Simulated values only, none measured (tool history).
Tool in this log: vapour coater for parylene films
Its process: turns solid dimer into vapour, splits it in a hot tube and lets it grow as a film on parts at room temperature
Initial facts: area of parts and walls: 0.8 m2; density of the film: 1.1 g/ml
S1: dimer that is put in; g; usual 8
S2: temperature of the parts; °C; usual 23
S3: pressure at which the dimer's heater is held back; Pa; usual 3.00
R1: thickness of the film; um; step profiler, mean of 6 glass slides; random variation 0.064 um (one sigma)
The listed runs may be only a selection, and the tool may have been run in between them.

Run 1, day 0.000: usual settings. Result: R1 7.30 um.
Run 2, day 1.496: usual settings. Result: R1 7.22 um.
Run 3, day 2.542: usual settings. Result: R1 7.22 um.
Run 4, day 3.942: usual settings. Result: R1 7.16 um.
Run 5, day 5.308: usual settings. Result: R1 7.11 um.
Run 6, day 6.250: usual settings. Result: R1 7.11 um.
Run 7, day 6.896: usual settings. Result: R1 6.96 um.
Run 8, day 7.742: usual settings. Result: R1 6.93 um.
Run 9, day 8.454: usual settings but S2 32 °C. Result: R1 5.42 um.
Run 10, day 9.129: usual settings but S2 32 °C. Result: R1 5.40 um.
Run 11, day 10.367: usual settings but S1 6 g. Result: R1 5.19 um.
Run 12, day 11.312: usual settings. Result: R1 6.82 um.
Run 13, day 12.325: usual settings. Result: R1 6.78 um.
Run 14, day 13.254: usual settings. Result: R1 6.75 um.
At day 14.346: trap's valve overhauled.
Run 15, day 14.621: usual settings. Result: R1 7.59 um.
Run 16, day 15.950: usual settings. Result: R1 7.53 um.
Run 17, day 16.788: usual settings. Result: R1 7.48 um.
Run 18, day 18.121: usual settings but S2 27 °C. Result: R1 6.61 um.
Run 19, day 19.179: usual settings but S2 26 °C. Result: R1 6.87 um.
Run 20, day 20.129: usual settings but S2 26 °C. Result: R1 6.65 um.
Run 21, day 20.925: usual settings but S2 26 °C. Result: R1 6.78 um.
Run 22, day 21.567: usual settings but S2 26 °C. Result: R1 6.70 um.
Run 23, day 22.450: usual settings but S2 26 °C. Result: R1 6.75 um.
Run 24, day 23.617: usual settings but S2 26 °C. Result: R1 6.61 um.
Run 25, day 24.496: usual settings but S3 3.08 Pa. Result: R1 7.12 um.
Run 26, day 25.212: usual settings but S1 13 g, S2 33 °C, S3 3.08 Pa. Result: R1 8.84 um.
Run 27, day 26.300: usual settings but S1 13 g, S2 33 °C, S3 3.08 Pa. Result: R1 8.58 um.
Run 28, day 27.246: usual settings but S1 13 g, S2 33 °C, S3 3.08 Pa. Result: R1 8.58 um.
Run 29, day 28.308: usual settings but S1 13 g, S2 33 °C, S3 4.28 Pa. Result: R1 8.23 um.
Run 30, day 29.604: usual settings but S1 5 g. Result: R1 4.33 um.
Run 31, day 30.296: usual settings but S1 14 g. Result: R1 12.08 um.
Run 32, day 31.054: usual settings but S1 10 g, S2 30 °C, S3 5.22 Pa. Result: R1 6.60 um.
Run 33, day 32.283: usual settings but S1 10 g, S2 30 °C, S3 5.22 Pa. Result: R1 6.60 um.
Run 34, day 33.196: usual settings but S1 5 g, S2 27 °C, S3 5.68 Pa. Result: R1 3.52 um.
Run 35, day 34.300: usual settings but S1 5 g, S2 20 °C, S3 5.68 Pa. Result: R1 4.24 um.
At day 35.483: trap's valve overhauled.
Run 36, day 35.692: usual settings but S2 24 °C. Result: R1 7.33 um.
Run 37, day 37.067: usual settings but S2 24 °C. Result: R1 7.20 um.
Run 38, day 37.738: usual settings but S3 7.02 Pa. Result: R1 6.66 um.
Run 39, day 38.900: usual settings but S3 7.02 Pa. Result: R1 6.66 um.
Run 40, day 40.296: usual settings but S1 5 g, S3 10.64 Pa. Result: R1 3.98 um.
Run 41, day 41.204: usual settings but S1 9 g, S2 28 °C, S3 8.32 Pa. Result: R1 6.31 um.
Run 42, day 41.892: usual settings but S1 9 g, S2 16 °C, S3 8.32 Pa. Result: R1 8.90 um.
Run 43, day 42.512: usual settings but S1 9 g. Result: R1 8.06 um.
Run 44, day 43.158: usual settings but S1 5 g, S2 26 °C, S3 3.87 Pa. Result: R1 4.02 um.
Run 45, day 44.617: usual settings but S1 5 g, S2 26 °C, S3 3.87 Pa. Result: R1 4.05 um.
Run 46, day 45.312: usual settings but S1 5 g, S2 26 °C, S3 3.87 Pa. Result: R1 3.98 um.
Run 47, day 46.283: usual settings but S1 5 g, S2 26 °C, S3 3.87 Pa. Result: R1 3.93 um.

3 ways to go on from here, each from the tool as it stands after run 47. What would each give?
Run A, day 47.725: usual settings but S1 5 g, S2 26 °C, S3 3.78 Pa. Result: R1 ?.
Run B, day 47.725: usual settings but S1 9 g, S3 6.24 Pa. Result: R1 ?.
Run C, day 47.725: usual settings but S1 6 g, S2 26 °C, S3 2.06 Pa. Result: R1 ?.

run    R1
  A  3.98
  B  7.22
  C  5.01
Stripped of hidden state, with their random variation kept, the same runs would have yielded:
run    R1
  A  4.31
  B  7.83
  C  5.43
